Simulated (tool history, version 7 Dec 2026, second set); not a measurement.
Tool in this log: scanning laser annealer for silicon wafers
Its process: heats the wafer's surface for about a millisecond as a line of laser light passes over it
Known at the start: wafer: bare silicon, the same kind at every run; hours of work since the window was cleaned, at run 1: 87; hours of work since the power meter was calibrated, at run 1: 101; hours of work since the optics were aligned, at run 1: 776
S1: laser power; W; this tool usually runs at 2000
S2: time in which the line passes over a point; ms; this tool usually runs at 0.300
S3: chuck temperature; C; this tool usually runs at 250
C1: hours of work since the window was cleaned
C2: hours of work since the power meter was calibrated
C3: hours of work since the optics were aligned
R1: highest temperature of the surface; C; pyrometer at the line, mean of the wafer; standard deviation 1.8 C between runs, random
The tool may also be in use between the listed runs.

run	day	S1	S2	S3	C1	C2	C3	R1
1	0.000	2000	0.300	250	87	101	776	998
2	0.896	2000	0.300	250	97	111	786	1001
3	1.304	2000	0.278	250	101	116	791	968
4	2.221	2000	0.278	250	112	126	801	969
5	3.021	2000	0.278	250	121	135	810	969
6	3.479	2000	0.260	250	126	141	815	941
7	4.008	2000	0.260	250	132	147	821	943
8	4.704	1700	0.300	250	140	154	829	855
9	5.654	2000	0.300	250	151	165	840	1001
10	6.375	2000	0.300	250	159	173	848	1001
11	7.321	2000	0.300	250	170	184	859	1002
12	8.058	2000	0.300	250	178	192	867	1002
13	8.592	2000	0.300	250	184	198	873	1003
14	9.529	2000	0.300	250	195	209	884	1000
15	10.208	2000	0.300	250	202	217	892	1003
16	11.129	1969	0.300	262	213	227	902	997
17	11.679	2061	0.294	226	219	233	908	1003
18	12.454	1911	0.263	259	228	242	917	917
19	13.392	1818	0.300	284	238	253	928	947
20	14.025	2176	0.270	250	246	260	935	1042
21	14.554	1866	0.253	228	252	266	941	852
22	15.204	1866	0.253	228	259	273	948	852
23	15.675	1983	0.236	250	264	279	954	899
24	16.092	1714	0.236	261	269	283	958	796
25	17.038	1714	0.241	258	280	294	969	798

4 options for the next run, each taken on its own from the tool as it stands now. Forecast them:
A	17.800	1994	0.241	280	288	303	978	?
B	17.800	2000	0.300	274	288	303	978	?
C	17.800	1932	0.241	266	288	303	978	?
D	17.800	1858	0.349	268	288	303	978	?

run	R1
A	937
B	1026
C	899
D	1009
The same runs, with their run-to-run variation unchanged, on a tool lacking any hidden condition would have given:
run	R1
A	938
B	1027
C	900
D	1009
